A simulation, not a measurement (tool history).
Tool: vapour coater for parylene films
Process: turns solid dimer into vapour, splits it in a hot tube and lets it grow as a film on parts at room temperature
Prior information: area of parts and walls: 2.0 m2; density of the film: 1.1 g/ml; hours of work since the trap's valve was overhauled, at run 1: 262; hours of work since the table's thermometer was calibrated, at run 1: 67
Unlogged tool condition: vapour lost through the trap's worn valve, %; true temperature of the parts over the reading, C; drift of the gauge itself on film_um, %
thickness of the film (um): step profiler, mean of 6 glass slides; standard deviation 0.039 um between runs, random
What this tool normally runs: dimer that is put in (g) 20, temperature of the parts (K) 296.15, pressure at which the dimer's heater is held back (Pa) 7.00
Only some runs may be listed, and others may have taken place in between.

run	hour	dimer that is put in (g)	temperature of the parts (K)	pressure at which the dimer's heater is held back (Pa)	hours of work since the trap's valve was overhauled	hours of work since the table's thermometer was calibrated	thickness of the film (um)
1	0.0	20	296.15	7.00	262	67	3.88
2	16.5	20	296.15	7.00	269	74	3.80
3	42.2	20	296.15	2.26	279	85	4.73
4	61.0	20	296.15	7.00	287	92	3.86
5	79.7	12	296.15	7.00	295	100	2.28
6	108.8	20	296.15	5.96	307	112	3.82
7	132.6	20	296.15	5.96	317	122	3.92
8	153.0	20	296.15	5.96	325	130	3.87
9	190.4	20	296.15	5.96	341	146	3.87
10	215.4	20	296.15	5.96	351	156	3.79
11	244.2	20	296.15	5.96	363	168	3.83
# hour 251.5: trap's valve overhauled
12	283.4	20	296.15	5.96	13	183	3.53
13	301.8	20	296.15	2.51	21	190	4.11
# hour 335.7: trap's valve overhauled, once more
14	335.7	29	299.15	9.88	0	203	5.19
15	362.6	13	300.15	7.00	11	214	2.42
16	400.7	20	296.15	5.04	27	229	4.47
17	431.1	20	296.15	5.04	39	242	4.33
18	448.4	17	296.15	2.08	47	249	4.32
19	480.2	20	298.15	7.00	60	262	3.82
20	517.4	27	308.15	11.20	75	278	3.77
21	541.3	27	308.15	11.20	85	287	3.75
22	563.2	20	295.15	5.53	94	297	4.31
23	584.5	13	290.15	2.19	103	305	3.74
24	617.5	10	296.15	5.22	116	319	2.09
25	648.5	11	290.15	4.55	129	332	2.75

3 options for the next run, each taken on its own from the tool as it stands now. Forecast them:
A	677.3	11	296.15	7.00	141	344	?
B	677.3	11	290.15	3.72	141	344	?
C	677.3	11	306.15	4.55	141	344	?

run	thickness of the film (um)
A	2.25
B	2.86
C	1.86
With no hidden state in the tool, these same runs would have given:
run	thickness of the film (um)
A	2.37
B	3.01
C	1.96
